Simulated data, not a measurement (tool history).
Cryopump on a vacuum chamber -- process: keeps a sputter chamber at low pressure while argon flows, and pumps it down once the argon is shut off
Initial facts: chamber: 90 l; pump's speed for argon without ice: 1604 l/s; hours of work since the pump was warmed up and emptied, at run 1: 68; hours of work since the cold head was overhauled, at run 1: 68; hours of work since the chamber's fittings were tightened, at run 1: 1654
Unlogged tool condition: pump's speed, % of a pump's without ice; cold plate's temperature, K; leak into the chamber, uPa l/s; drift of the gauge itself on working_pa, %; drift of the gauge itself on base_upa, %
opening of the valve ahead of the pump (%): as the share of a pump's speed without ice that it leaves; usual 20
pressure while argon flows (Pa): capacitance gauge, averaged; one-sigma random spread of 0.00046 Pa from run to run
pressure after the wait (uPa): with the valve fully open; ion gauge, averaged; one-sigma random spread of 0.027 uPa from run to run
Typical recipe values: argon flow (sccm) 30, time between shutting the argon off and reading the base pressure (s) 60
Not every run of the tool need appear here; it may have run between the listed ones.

run   hour  argon flow (sccm)  time between shutting the argon off and reading the base pressure (s)  opening of the valve ahead of the pump (%)  hours of work since the pump was warmed up and emptied  hours of work since the cold head was overhauled  hours of work since the chamber's fittings were tightened  pressure while argon flows (Pa)  pressure after the wait (uPa)
  1    0.0                 30                                                                     60                                          20                                                      68                                                68                                                       1654                           0.1588                           3.13
  2   13.5                 30                                                                     60                                          20                                                      77                                                77                                                       1663                           0.1592                           3.09
  3   26.4                 30                                                                     60                                          20                                                      86                                                86                                                       1672                           0.1587                           3.14
  4   39.4                 30                                                                     60                                          20                                                      95                                                95                                                       1681                           0.1585                           3.06
  5   49.9                 30                                                                     60                                          20                                                     102                                               102                                                       1688                           0.1583                           3.05
  6   70.2                 34                                                                     60                                          20                                                     115                                               115                                                       1701                           0.1808                           3.17
  7   93.0                 34                                                                     60                                          20                                                     131                                               131                                                       1717                           0.1805                           3.17
  8  109.9                 30                                                                     25                                          20                                                     142                                               142                                                       1728                           0.1587                           4.63
  9  124.7                 30                                                                     25                                          20                                                     152                                               152                                                       1738                           0.1601                           4.71
 10  143.4                 41                                                                    211                                          20                                                     164                                               164                                                       1750                           0.2164                           2.52
 11  163.9                 30                                                                     49                                          20                                                     178                                               178                                                       1764                           0.1593                           3.45
 12  176.9                 43                                                                     34                                          53                                                     187                                               187                                                       1773                           0.0878                           4.07
 13  192.2                 57                                                                     45                                          32                                                     197                                               197                                                       1783                           0.1906                           3.65
 14  208.4                 41                                                                     45                                          17                                                     208                                               208                                                       1794                           0.2565                           3.46
 15  221.9                 41                                                                     45                                          17                                                     217                                               217                                                       1803                           0.2567                           3.49
 16  234.1                 41                                                                     20                                          44                                                     225                                               225                                                       1811                           0.1010                           5.40
     242.1  -- leaking fittings of the chamber tightened, without venting
 17  253.7                 41                                                                     20                                          44                                                     237                                               237                                                          8                           0.1001                           3.24
 18  266.7                 41                                                                     20                                          17                                                     245                                               245                                                         16                           0.2570                           3.26

Forecast each of these 4 alternatives for the next run:
  A  284.0                 30                                                                     60                                          20                                                     257                                               257                                                         28                                ?                              ?
  B  284.0                 41                                                                    260                                          42                                                     257                                               257                                                         28                                ?                              ?
  C  284.0                 41                                                                     32                                          21                                                     257                                               257                                                         28                                ?                              ?
  D  284.0                 50                                                                    142                                          44                                                     257                                               257                                                         28                                ?                              ?

run  pressure while argon flows (Pa)  pressure after the wait (uPa)
  A                           0.1595                           1.27
  B                           0.1048                           0.42
  C                           0.2092                           2.10
  D                           0.1225                           0.63
Without the tool's hidden state the same runs would have given:
run  pressure while argon flows (Pa)  pressure after the wait (uPa)
  A                           0.1577                           1.22
  B                           0.1024                           0.37
  C                           0.2068                           2.05
  D                           0.1195                           0.59
